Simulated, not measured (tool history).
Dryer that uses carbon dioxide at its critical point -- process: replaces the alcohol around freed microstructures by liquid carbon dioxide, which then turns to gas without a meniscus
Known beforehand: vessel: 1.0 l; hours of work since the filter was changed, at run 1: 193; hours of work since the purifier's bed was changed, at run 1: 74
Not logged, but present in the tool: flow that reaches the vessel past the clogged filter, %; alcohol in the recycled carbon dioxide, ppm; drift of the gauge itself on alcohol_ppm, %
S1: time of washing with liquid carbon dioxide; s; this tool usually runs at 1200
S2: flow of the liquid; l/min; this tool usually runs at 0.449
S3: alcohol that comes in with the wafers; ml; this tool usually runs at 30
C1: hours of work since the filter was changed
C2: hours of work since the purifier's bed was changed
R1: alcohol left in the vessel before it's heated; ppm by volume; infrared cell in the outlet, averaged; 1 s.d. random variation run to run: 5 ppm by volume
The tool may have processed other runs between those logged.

run,day,S1,S2,S3,C1,C2,R1
1,0.000,1200,0.449,30,193,74,75
2,0.271,1200,0.449,30,196,76,80
3,0.521,1200,0.449,30,198,78,80
4,0.804,1200,0.449,30,201,81,69
5,1.104,1200,0.449,30,203,84,76
6,1.400,1200,0.449,30,206,86,90
7,1.775,1200,0.449,30,209,90,76
8,1.996,1200,0.283,30,211,91,498
9,2.346,1200,0.283,30,214,95,511
10,2.667,1200,0.449,31,217,97,83
11,2.946,1200,0.449,31,220,100,88
12,3.167,1200,0.449,31,222,102,88
13,3.375,1200,0.449,30,223,104,85
14,3.608,1200,0.449,34,226,106,101
15,3.775,1200,0.449,34,227,107,100
16,4.158,1200,0.449,30,230,111,83
17,4.488,1200,0.449,30,233,114,83
18,4.833,1200,0.449,30,236,117,95
19,5.108,1200,0.449,30,239,119,90
20,5.312,1200,0.449,30,241,121,89
21,5.596,1200,0.449,30,243,123,98
22,5.946,720,0.561,22,246,127,230
23,6.325,900,0.679,76,250,130,120

Run 24 is up next; what results do you expect?
24,6.679,1800,0.449,30,253,133,?

For run 24 the tool returned R1 45 ppm by volume.
With no hidden state in the tool, this same run would have given R1 2 ppm by volume.

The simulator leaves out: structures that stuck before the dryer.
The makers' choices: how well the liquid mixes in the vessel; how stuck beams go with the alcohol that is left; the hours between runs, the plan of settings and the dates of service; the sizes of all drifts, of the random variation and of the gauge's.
